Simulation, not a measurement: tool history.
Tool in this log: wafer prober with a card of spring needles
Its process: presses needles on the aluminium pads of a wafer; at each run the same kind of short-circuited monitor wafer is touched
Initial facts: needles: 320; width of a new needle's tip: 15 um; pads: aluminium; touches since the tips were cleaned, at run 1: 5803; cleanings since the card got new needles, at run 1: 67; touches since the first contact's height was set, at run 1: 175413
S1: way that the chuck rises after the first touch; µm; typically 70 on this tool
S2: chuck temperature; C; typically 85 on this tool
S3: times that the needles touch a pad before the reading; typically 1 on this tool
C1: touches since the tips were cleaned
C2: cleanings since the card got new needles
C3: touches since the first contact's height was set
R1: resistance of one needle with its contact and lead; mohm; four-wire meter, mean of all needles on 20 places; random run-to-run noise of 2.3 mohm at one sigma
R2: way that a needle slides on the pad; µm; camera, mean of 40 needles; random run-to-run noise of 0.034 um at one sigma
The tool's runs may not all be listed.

{"run": 1, "hour": 0.0, "S1": 70, "S2": 85, "S3": 1, "C1": 5803, "C2": 67, "C3": 175413, "R1": 254, "R2": 18.51}
{"hour": 3.7, "done": "tips cleaned on abrasive film"}
{"hour": 21.7, "done": "tips cleaned on abrasive film"}
{"hour": 36.1, "done": "tips cleaned on abrasive film"}
{"hour": 43.6, "done": "height of the first contact set anew"}
{"hour": 54.4, "done": "tips cleaned on abrasive film"}
{"run": 2, "hour": 66.2, "S1": 50, "S2": 85, "S3": 1, "C1": 5924, "C2": 71, "C3": 11338, "R1": 262, "R2": 13.16}
{"hour": 69.8, "done": "tips cleaned on abrasive film"}
{"hour": 84.2, "done": "tips cleaned on abrasive film"}
{"hour": 98.7, "done": "tips cleaned on abrasive film"}
{"hour": 116.7, "done": "tips cleaned on abrasive film"}
{"hour": 134.7, "done": "tips cleaned on abrasive film"}
{"run": 3, "hour": 146.9, "S1": 70, "S2": 85, "S3": 2, "C1": 6163, "C2": 76, "C3": 51783, "R1": 253, "R2": 18.39}
{"hour": 150.6, "done": "tips cleaned on abrasive film"}
{"hour": 168.6, "done": "tips cleaned on abrasive film"}
{"hour": 183.0, "done": "tips cleaned on abrasive film"}
{"hour": 200.9, "done": "tips cleaned on abrasive film"}
{"run": 4, "hour": 200.9, "S1": 70, "S2": 85, "S3": 2, "C1": 0, "C2": 80, "C3": 78818, "R1": 254, "R2": 18.4}
{"hour": 218.9, "done": "tips cleaned on abrasive film"}
{"hour": 236.9, "done": "tips cleaned on abrasive film"}
{"hour": 254.9, "done": "tips cleaned on abrasive film"}
{"hour": 270.3, "done": "tips cleaned on abrasive film"}
{"run": 5, "hour": 270.3, "S1": 70, "S2": 85, "S3": 1, "C1": 0, "C2": 84, "C3": 113584, "R1": 255, "R2": 18.35}
{"hour": 288.3, "done": "tips cleaned on abrasive film"}
{"hour": 306.3, "done": "tips cleaned on abrasive film"}
{"hour": 324.3, "done": "tips cleaned on abrasive film"}
{"hour": 342.3, "done": "tips cleaned on abrasive film"}
{"run": 6, "hour": 350.5, "S1": 70, "S2": 85, "S3": 1, "C1": 4123, "C2": 88, "C3": 153793, "R1": 257, "R2": 18.35}
{"hour": 357.7, "done": "tips cleaned on abrasive film"}
{"hour": 375.7, "done": "tips cleaned on abrasive film"}
{"hour": 393.7, "done": "tips cleaned on abrasive film"}
{"hour": 411.7, "done": "tips cleaned on abrasive film"}
{"run": 7, "hour": 416.2, "S1": 70, "S2": 85, "S3": 2, "C1": 2266, "C2": 92, "C3": 186732, "R1": 258, "R2": 18.25}
{"hour": 427.1, "done": "tips cleaned on abrasive film"}
{"hour": 438.1, "done": "height of the first contact set anew"}
{"hour": 441.8, "done": "tips cleaned on abrasive film"}
{"hour": 459.7, "done": "tips cleaned on abrasive film"}
{"run": 8, "hour": 459.7, "S1": 70, "S2": 30, "S3": 1, "C1": 0, "C2": 95, "C3": 10795, "R1": 243, "R2": 18.29}
{"hour": 477.7, "done": "tips cleaned on abrasive film"}
{"hour": 492.1, "done": "tips cleaned on abrasive film"}
{"run": 9, "hour": 495.4, "S1": 70, "S2": 30, "S3": 1, "C1": 1652, "C2": 97, "C3": 28686, "R1": 238, "R2": 18.12}
{"hour": 509.8, "done": "tips cleaned on abrasive film"}
{"hour": 527.8, "done": "tips cleaned on abrasive film"}
{"hour": 545.8, "done": "tips cleaned on abrasive film"}
{"run": 10, "hour": 549.3, "S1": 70, "S2": 30, "S3": 1, "C1": 1753, "C2": 100, "C3": 55701, "R1": 239, "R2": 18.19}
{"hour": 563.7, "done": "tips cleaned on abrasive film"}
{"hour": 581.7, "done": "tips cleaned on abrasive film"}
{"hour": 599.7, "done": "tips cleaned on abrasive film"}
{"hour": 614.1, "done": "tips cleaned on abrasive film"}
{"run": 11, "hour": 619.2, "S1": 70, "S2": 30, "S3": 1, "C1": 2524, "C2": 104, "C3": 90704, "R1": 241, "R2": 18.14}
{"hour": 630.0, "done": "tips cleaned on abrasive film"}
{"hour": 644.4, "done": "tips cleaned on abrasive film"}
{"hour": 661.4, "done": "tips cleaned on abrasive film"}
{"run": 12, "hour": 661.4, "S1": 63, "S2": 85, "S3": 1, "C1": 0, "C2": 107, "C3": 111835, "R1": 256, "R2": 16.34}
{"hour": 679.4, "done": "tips cleaned on abrasive film"}
{"hour": 693.8, "done": "tips cleaned on abrasive film"}
{"run": 13, "hour": 703.0, "S1": 63, "S2": 85, "S3": 1, "C1": 4644, "C2": 109, "C3": 132718, "R1": 257, "R2": 16.3}
{"hour": 710.3, "done": "tips cleaned on abrasive film"}
{"hour": 728.3, "done": "tips cleaned on abrasive film"}
{"hour": 746.3, "done": "tips cleaned on abrasive film"}
{"hour": 764.3, "done": "tips cleaned on abrasive film"}
{"hour": 782.2, "done": "tips cleaned on abrasive film"}
{"run": 14, "hour": 789.3, "S1": 60, "S2": 85, "S3": 2, "C1": 3585, "C2": 114, "C3": 175961, "R1": 258, "R2": 15.46}
{"hour": 800.1, "done": "tips cleaned on abrasive film"}
{"hour": 818.1, "done": "tips cleaned on abrasive film"}
{"hour": 821.7, "done": "gauge calibrated"}
{"run": 15, "hour": 828.5, "S1": 60, "S2": 51, "S3": 3, "C1": 5232, "C2": 116, "C3": 195628, "R1": 247, "R2": 15.82}
{"hour": 832.4, "done": "height of the first contact set anew"}
{"hour": 836.1, "done": "tips cleaned on abrasive film"}
{"hour": 854.1, "done": "tips cleaned on abrasive film"}
{"hour": 872.1, "done": "tips cleaned on abrasive film"}
{"run": 16, "hour": 874.5, "S1": 52, "S2": 29, "S3": 1, "C1": 1241, "C2": 119, "C3": 21089, "R1": 246, "R2": 13.76}
{"hour": 889.0, "done": "tips cleaned on abrasive film"}
{"hour": 907.0, "done": "tips cleaned on abrasive film"}
{"hour": 925.0, "done": "tips cleaned on abrasive film"}
{"run": 17, "hour": 938.1, "S1": 63, "S2": 81, "S3": 2, "C1": 6643, "C2": 122, "C3": 52993, "R1": 256, "R2": 16.6}
{"hour": 941.8, "done": "tips cleaned on abrasive film"}
{"hour": 959.7, "done": "tips cleaned on abrasive film"}
{"hour": 974.1, "done": "tips cleaned on abrasive film"}
{"hour": 988.7, "done": "tips cleaned on abrasive film"}
{"run": 18, "hour": 988.7, "S1": 77, "S2": 40, "S3": 3, "C1": 0, "C2": 126, "C3": 78259, "R1": 245, "R2": 20.25}
{"hour": 1006.6, "done": "tips cleaned on abrasive film"}
{"hour": 1021.1, "done": "tips cleaned on abrasive film"}
{"hour": 1035.5, "done": "tips cleaned on abrasive film"}
{"hour": 1053.5, "done": "tips cleaned on abrasive film"}
{"hour": 1067.9, "done": "tips cleaned on abrasive film"}
{"run": 19, "hour": 1071.9, "S1": 77, "S2": 65, "S3": 2, "C1": 2026, "C2": 131, "C3": 119973, "R1": 248, "R2": 20.18}
{"hour": 1082.8, "done": "tips cleaned on abrasive film"}
{"hour": 1097.2, "done": "tips cleaned on abrasive film"}
{"hour": 1114.7, "done": "tips cleaned on abrasive film"}
{"run": 20, "hour": 1114.7, "S1": 77, "S2": 65, "S3": 2, "C1": 0, "C2": 134, "C3": 141396, "R1": 250, "R2": 20.11}
{"hour": 1132.7, "done": "tips cleaned on abrasive film"}
{"hour": 1150.7, "done": "tips cleaned on abrasive film"}
{"run": 21, "hour": 1164.5, "S1": 77, "S2": 65, "S3": 2, "C1": 6950, "C2": 136, "C3": 166390, "R1": 252, "R2": 20.14}
{"hour": 1168.1, "done": "tips cleaned on abrasive film"}
{"hour": 1182.5, "done": "tips cleaned on abrasive film"}
{"hour": 1200.5, "done": "tips cleaned on abrasive film"}
{"hour": 1214.9, "done": "tips cleaned on abrasive film"}
{"hour": 1226.0, "done": "height of the first contact set anew"}
{"run": 22, "hour": 1229.5, "S1": 70, "S2": 51, "S3": 2, "C1": 7198, "C2": 140, "C3": 1785, "R1": 247, "R2": 18.21}
{"hour": 1233.2, "done": "tips cleaned on abrasive film"}
{"hour": 1247.6, "done": "tips cleaned on abrasive film"}
{"hour": 1265.6, "done": "tips cleaned on abrasive film"}
{"hour": 1283.6, "done": "tips cleaned on abrasive film"}
{"hour": 1301.6, "done": "tips cleaned on abrasive film"}
{"run": 23, "hour": 1309.0, "S1": 80, "S2": 52, "S3": 1, "C1": 3710, "C2": 145, "C3": 41583, "R1": 246, "R2": 20.87}
{"hour": 1316.2, "done": "tips cleaned on abrasive film"}
{"hour": 1330.7, "done": "tips cleaned on abrasive film"}
{"hour": 1348.6, "done": "tips cleaned on abrasive film"}
{"hour": 1366.6, "done": "tips cleaned on abrasive film"}
{"hour": 1383.5, "done": "tips cleaned on abrasive film"}
{"run": 24, "hour": 1383.5, "S1": 56, "S2": 62, "S3": 2, "C1": 0, "C2": 150, "C3": 78905, "R1": 250, "R2": 14.52}
{"hour": 1397.9, "done": "tips cleaned on abrasive film"}
{"hour": 1412.4, "done": "tips cleaned on abrasive film"}
{"run": 25, "hour": 1420.1, "S1": 56, "S2": 62, "S3": 2, "C1": 3898, "C2": 152, "C3": 97239, "R1": 253, "R2": 14.52}
{"hour": 1427.4, "done": "tips cleaned on abrasive film"}
{"hour": 1445.3, "done": "tips cleaned on abrasive film"}
{"hour": 1463.3, "done": "tips cleaned on abrasive film"}
{"hour": 1481.3, "done": "tips cleaned on abrasive film"}
{"run": 26, "hour": 1488.0, "S1": 56, "S2": 41, "S3": 2, "C1": 3397, "C2": 156, "C3": 131271, "R1": 244, "R2": 14.46}

Consider 4 possible next runs. They are alternatives, not a sequence: every one starts from the tool as it was left by run 26. What does each give?
{"hour": 1498.8, "done": "tips cleaned on abrasive film"}
{"hour": 1516.8, "done": "tips cleaned on abrasive film"}
{"hour": 1534.8, "done": "tips cleaned on abrasive film"}
{"hour": 1552.8, "done": "tips cleaned on abrasive film"}
{"run": "A", "hour": 1553.2, "S1": 73, "S2": 104, "S3": 1, "C1": 198, "C2": 160, "C3": 163936, "R1": "?", "R2": "?"}
{"hour": 1498.8, "done": "tips cleaned on abrasive film"}
{"hour": 1516.8, "done": "tips cleaned on abrasive film"}
{"hour": 1534.8, "done": "tips cleaned on abrasive film"}
{"hour": 1552.8, "done": "tips cleaned on abrasive film"}
{"run": "B", "hour": 1553.2, "S1": 60, "S2": 57, "S3": 1, "C1": 198, "C2": 160, "C3": 163936, "R1": "?", "R2": "?"}
{"hour": 1498.8, "done": "tips cleaned on abrasive film"}
{"hour": 1516.8, "done": "tips cleaned on abrasive film"}
{"hour": 1534.8, "done": "tips cleaned on abrasive film"}
{"hour": 1552.8, "done": "tips cleaned on abrasive film"}
{"run": "C", "hour": 1553.2, "S1": 57, "S2": 58, "S3": 3, "C1": 198, "C2": 160, "C3": 163936, "R1": "?", "R2": "?"}
{"hour": 1498.8, "done": "tips cleaned on abrasive film"}
{"hour": 1516.8, "done": "tips cleaned on abrasive film"}
{"hour": 1534.8, "done": "tips cleaned on abrasive film"}
{"hour": 1552.8, "done": "tips cleaned on abrasive film"}
{"run": "D", "hour": 1553.2, "S1": 56, "S2": 61, "S3": 2, "C1": 198, "C2": 160, "C3": 163936, "R1": "?", "R2": "?"}

run=A R1=262 R2=18.86
run=B R1=249 R2=15.50
run=C R1=247 R2=14.71
run=D R1=248 R2=14.44
Without the tool's hidden state the same runs would have given:
run=A R1=262 R2=19.30
run=B R1=249 R2=15.86
run=C R1=247 R2=15.05
run=D R1=247 R2=14.77
